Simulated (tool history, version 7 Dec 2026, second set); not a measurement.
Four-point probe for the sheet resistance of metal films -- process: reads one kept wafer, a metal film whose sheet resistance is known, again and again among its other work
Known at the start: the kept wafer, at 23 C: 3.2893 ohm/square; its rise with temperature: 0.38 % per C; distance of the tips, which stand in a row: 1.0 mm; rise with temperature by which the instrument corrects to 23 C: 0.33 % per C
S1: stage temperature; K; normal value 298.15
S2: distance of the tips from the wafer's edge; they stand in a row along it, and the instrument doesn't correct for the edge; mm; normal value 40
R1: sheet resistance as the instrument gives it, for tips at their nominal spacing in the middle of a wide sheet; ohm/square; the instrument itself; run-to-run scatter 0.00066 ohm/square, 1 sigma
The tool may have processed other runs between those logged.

run 1 day=0.000 | S1=298.15 S2=40 | R1=3.306387
run 2 day=1.817 | S1=298.15 S2=40 | R1=3.304897
run 3 day=3.721 | S1=298.15 S2=40 | R1=3.304721
run 4 day=6.108 | S1=298.15 S2=40 | R1=3.305178
run 5 day=7.454 | S1=298.15 S2=14 | R1=3.312538
run 6 day=9.412 | S1=298.15 S2=14 | R1=3.312357
run 7 day=11.067 | S1=298.15 S2=40 | R1=3.303736
run 8 day=12.500 | S1=298.15 S2=40 | R1=3.303924
run 9 day=13.592 | S1=298.15 S2=21 | R1=3.306323
run 10 day=15.496 | S1=298.15 S2=21 | R1=3.307384
run 11 day=17.925 | S1=298.15 S2=21 | R1=3.304860
run 12 day=20.050 | S1=298.15 S2=40 | R1=3.303277
run 13 day=22.038 | S1=301.15 S2=42 | R1=3.305756
run 14 day=24.212 | S1=301.15 S2=42 | R1=3.305821
run 15 day=26.496 | S1=294.15 S2=18 | R1=3.299166
run 16 day=28.992 | S1=294.15 S2=10 | R1=3.310008
run 17 day=30.204 | S1=298.15 S2=6 | R1=3.348481
run 18 day=32.721 | S1=298.15 S2=6 | R1=3.347404
run 19 day=34.358 | S1=298.15 S2=6 | R1=3.347339
run 20 day=36.400 | S1=298.15 S2=6 | R1=3.346264
run 21 day=37.525 | S1=298.15 S2=6 | R1=3.346982
run 22 day=40.075 | S1=300.15 S2=40 | R1=3.302651
run 23 day=41.929 | S1=294.15 S2=13 | R1=3.301378
run 24 day=43.646 | S1=307.15 S2=26 | R1=3.314935

Predict each of these 3 candidate next runs independently; none follows another, all start after run 24:
run A day=44.742 | S1=299.15 S2=40 | R1=?
run B day=44.742 | S1=302.15 S2=15 | R1=?
run C day=44.742 | S1=292.15 S2=26 | R1=?

run=A R1=3.299688
run=B R1=3.311030
run=C R1=3.288848
What these runs would have given with no unlogged condition in the tool:
run=A R1=3.295581
run=B R1=3.306847
run=C R1=3.284910
